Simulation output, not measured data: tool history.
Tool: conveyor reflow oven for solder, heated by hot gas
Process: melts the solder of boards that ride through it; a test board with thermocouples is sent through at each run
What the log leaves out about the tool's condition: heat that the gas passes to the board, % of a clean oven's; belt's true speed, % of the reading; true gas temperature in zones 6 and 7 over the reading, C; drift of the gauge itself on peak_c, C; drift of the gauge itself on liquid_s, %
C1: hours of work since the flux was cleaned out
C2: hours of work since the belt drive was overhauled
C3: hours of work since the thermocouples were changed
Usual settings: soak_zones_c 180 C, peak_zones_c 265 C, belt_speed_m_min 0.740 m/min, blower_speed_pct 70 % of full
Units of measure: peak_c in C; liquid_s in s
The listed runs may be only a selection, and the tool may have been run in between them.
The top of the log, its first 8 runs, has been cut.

{"run": 9, "hour": 210.3, "soak_zones_c": 180, "peak_zones_c": 265, "belt_speed_m_min": 0.74, "blower_speed_pct": 70, "C1": 302, "C2": 285, "C3": 357, "peak_c": 245.0, "liquid_s": 39.0}
{"run": 10, "hour": 228.3, "soak_zones_c": 180, "peak_zones_c": 265, "belt_speed_m_min": 0.74, "blower_speed_pct": 70, "C1": 313, "C2": 296, "C3": 367, "peak_c": 244.9, "liquid_s": 38.7}
{"run": 11, "hour": 256.2, "soak_zones_c": 180, "peak_zones_c": 265, "belt_speed_m_min": 0.74, "blower_speed_pct": 70, "C1": 329, "C2": 312, "C3": 384, "peak_c": 244.9, "liquid_s": 38.6}
{"run": 12, "hour": 280.3, "soak_zones_c": 180, "peak_zones_c": 265, "belt_speed_m_min": 0.74, "blower_speed_pct": 70, "C1": 343, "C2": 326, "C3": 398, "peak_c": 244.8, "liquid_s": 38.6}
{"run": 13, "hour": 301.6, "soak_zones_c": 180, "peak_zones_c": 265, "belt_speed_m_min": 0.74, "blower_speed_pct": 70, "C1": 356, "C2": 339, "C3": 410, "peak_c": 244.9, "liquid_s": 38.7}
{"run": 14, "hour": 335.9, "soak_zones_c": 180, "peak_zones_c": 265, "belt_speed_m_min": 0.74, "blower_speed_pct": 70, "C1": 376, "C2": 359, "C3": 431, "peak_c": 244.6, "liquid_s": 38.7}
{"run": 15, "hour": 354.1, "soak_zones_c": 166, "peak_zones_c": 265, "belt_speed_m_min": 0.74, "blower_speed_pct": 70, "C1": 387, "C2": 370, "C3": 441, "peak_c": 241.4, "liquid_s": 32.1}
{"run": 16, "hour": 380.5, "soak_zones_c": 177, "peak_zones_c": 258, "belt_speed_m_min": 0.781, "blower_speed_pct": 68, "C1": 402, "C2": 385, "C3": 457, "peak_c": 236.2, "liquid_s": 28.1}
{"run": 17, "hour": 407.2, "soak_zones_c": 177, "peak_zones_c": 274, "belt_speed_m_min": 0.781, "blower_speed_pct": 68, "C1": 418, "C2": 401, "C3": 473, "peak_c": 248.5, "liquid_s": 37.5}
{"run": 18, "hour": 433.3, "soak_zones_c": 182, "peak_zones_c": 265, "belt_speed_m_min": 0.615, "blower_speed_pct": 70, "C1": 433, "C2": 416, "C3": 488, "peak_c": 250.8, "liquid_s": 53.8}
{"hour": 442.6, "done": "flux residue cleaned out of gas plates and filters"}
{"run": 19, "hour": 466.8, "soak_zones_c": 182, "peak_zones_c": 265, "belt_speed_m_min": 0.615, "blower_speed_pct": 70, "C1": 14, "C2": 433, "C3": 505, "peak_c": 252.1, "liquid_s": 54.5}
{"run": 20, "hour": 487.5, "soak_zones_c": 192, "peak_zones_c": 265, "belt_speed_m_min": 0.615, "blower_speed_pct": 70, "C1": 26, "C2": 445, "C3": 517, "peak_c": 253.8, "liquid_s": 60.1}
{"run": 21, "hour": 516.8, "soak_zones_c": 176, "peak_zones_c": 278, "belt_speed_m_min": 0.615, "blower_speed_pct": 70, "C1": 44, "C2": 462, "C3": 534, "peak_c": 262.5, "liquid_s": 57.8}
{"run": 22, "hour": 546.3, "soak_zones_c": 176, "peak_zones_c": 278, "belt_speed_m_min": 0.615, "blower_speed_pct": 70, "C1": 61, "C2": 480, "C3": 551, "peak_c": 262.5, "liquid_s": 58.2}
{"run": 23, "hour": 563.9, "soak_zones_c": 185, "peak_zones_c": 265, "belt_speed_m_min": 0.74, "blower_speed_pct": 70, "C1": 71, "C2": 490, "C3": 562, "peak_c": 247.2, "liquid_s": 42.7}
{"run": 24, "hour": 598.1, "soak_zones_c": 180, "peak_zones_c": 254, "belt_speed_m_min": 0.698, "blower_speed_pct": 70, "C1": 91, "C2": 510, "C3": 582, "peak_c": 239.0, "liquid_s": 37.4}
{"run": 25, "hour": 631.4, "soak_zones_c": 180, "peak_zones_c": 254, "belt_speed_m_min": 0.823, "blower_speed_pct": 66, "C1": 111, "C2": 530, "C3": 601, "peak_c": 232.8, "liquid_s": 24.7}
{"run": 26, "hour": 656.2, "soak_zones_c": 180, "peak_zones_c": 254, "belt_speed_m_min": 0.823, "blower_speed_pct": 66, "C1": 126, "C2": 544, "C3": 616, "peak_c": 233.0, "liquid_s": 24.9}
{"run": 27, "hour": 670.6, "soak_zones_c": 165, "peak_zones_c": 271, "belt_speed_m_min": 0.87, "blower_speed_pct": 73, "C1": 134, "C2": 553, "C3": 624, "peak_c": 241.3, "liquid_s": 26.3}
{"run": 28, "hour": 695.9, "soak_zones_c": 165, "peak_zones_c": 271, "belt_speed_m_min": 0.87, "blower_speed_pct": 73, "C1": 149, "C2": 568, "C3": 639, "peak_c": 241.2, "liquid_s": 26.2}
{"run": 29, "hour": 727.1, "soak_zones_c": 180, "peak_zones_c": 265, "belt_speed_m_min": 0.887, "blower_speed_pct": 70, "C1": 167, "C2": 586, "C3": 658, "peak_c": 239.2, "liquid_s": 27.3}
{"run": 30, "hour": 753.5, "soak_zones_c": 180, "peak_zones_c": 265, "belt_speed_m_min": 0.887, "blower_speed_pct": 70, "C1": 183, "C2": 602, "C3": 673, "peak_c": 239.1, "liquid_s": 27.5}

What if the next run were any one of these 5? Each begins from the tool's condition after run 30:
{"run": "A", "hour": 776.0, "soak_zones_c": 180, "peak_zones_c": 265, "belt_speed_m_min": 0.619, "blower_speed_pct": 70, "C1": 196, "C2": 615, "C3": 686, "peak_c": "?", "liquid_s": "?"}
{"run": "B", "hour": 776.0, "soak_zones_c": 180, "peak_zones_c": 278, "belt_speed_m_min": 0.74, "blower_speed_pct": 70, "C1": 196, "C2": 615, "C3": 686, "peak_c": "?", "liquid_s": "?"}
{"run": "C", "hour": 776.0, "soak_zones_c": 180, "peak_zones_c": 262, "belt_speed_m_min": 0.74, "blower_speed_pct": 70, "C1": 196, "C2": 615, "C3": 686, "peak_c": "?", "liquid_s": "?"}
{"run": "D", "hour": 776.0, "soak_zones_c": 172, "peak_zones_c": 269, "belt_speed_m_min": 0.887, "blower_speed_pct": 68, "C1": 196, "C2": 615, "C3": 686, "peak_c": "?", "liquid_s": "?"}
{"run": "E", "hour": 776.0, "soak_zones_c": 194, "peak_zones_c": 265, "belt_speed_m_min": 0.691, "blower_speed_pct": 68, "C1": 196, "C2": 615, "C3": 686, "peak_c": "?", "liquid_s": "?"}

run=A peak_c=251.5 liquid_s=53.1
run=B peak_c=256.4 liquid_s=46.0
run=C peak_c=243.7 liquid_s=37.9
run=D peak_c=239.2 liquid_s=25.5
run=E peak_c=250.7 liquid_s=51.6
Take away the tool's hidden state, keep each run's random variation, and the runs would have read:
run=A peak_c=251.2 liquid_s=52.1
run=B peak_c=256.2 liquid_s=45.2
run=C peak_c=243.4 liquid_s=37.1
run=D peak_c=239.1 liquid_s=25.1
run=E peak_c=250.4 liquid_s=50.6
